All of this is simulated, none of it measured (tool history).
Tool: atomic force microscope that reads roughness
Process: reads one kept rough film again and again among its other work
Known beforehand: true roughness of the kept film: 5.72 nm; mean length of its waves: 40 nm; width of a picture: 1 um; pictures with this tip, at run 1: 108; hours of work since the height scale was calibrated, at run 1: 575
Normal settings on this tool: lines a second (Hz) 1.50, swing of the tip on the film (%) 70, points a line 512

run,hour,lines a second (Hz),swing of the tip on the film (%),points a line,pictures with this tip,hours of work since the height scale was calibrated,roughness of the kept film (nm (root mean square))
1,0.0,1.50,70,512,108,575,3.508
2,26.7,1.50,56,512,149,593,3.337
# hour 35.0: new tip fitted
3,63.5,1.50,70,693,43,619,4.171
4,93.9,1.50,70,693,89,640,3.737
5,131.5,1.50,70,693,146,667,3.317
# hour 140.7: new tip fitted
6,183.3,1.50,70,693,65,703,3.945
7,231.5,1.50,70,512,138,737,3.367
# hour 244.5: new tip fitted
8,256.7,1.50,70,512,19,754,4.464
9,288.8,1.50,70,512,68,777,3.938
10,334.0,1.50,70,512,136,809,3.339
# hour 349.8: new tip fitted
11,380.9,1.50,70,512,47,842,4.121
12,413.8,1.50,70,512,97,865,3.725
13,442.2,1.50,70,512,140,885,3.371
# hour 457.1: new tip fitted
14,497.6,1.50,84,512,61,924,3.764
15,547.4,0.59,84,512,137,959,3.388
# hour 563.7: new tip fitted
16,581.0,0.59,84,374,26,982,4.342
17,623.2,0.59,84,374,90,1012,3.773
18,660.3,0.59,84,374,147,1038,3.287
# hour 669.5: new tip fitted
19,692.6,1.50,70,512,35,1060,4.250
20,727.8,1.50,70,519,89,1085,3.699
21,762.4,1.50,70,519,141,1110,3.315
# hour 774.4: new tip fitted
22,815.8,1.50,70,519,63,1147,3.934
23,866.6,0.51,70,512,140,1183,3.422
# hour 878.4: new tip fitted
24,901.8,0.51,70,512,35,1207,4.331
25,927.4,1.50,65,512,74,1225,3.821
26,970.8,0.73,57,512,140,1256,3.371

Expected results for the next run?
# hour 982.5: new tip fitted
27,1005.6,1.66,57,512,35,1280,?

Run 27 measured roughness of the kept film (nm (root mean square)) 4.355.
Minus the tool's unlogged condition, the same run would have read roughness of the kept film (nm (root mean square)) 4.836.
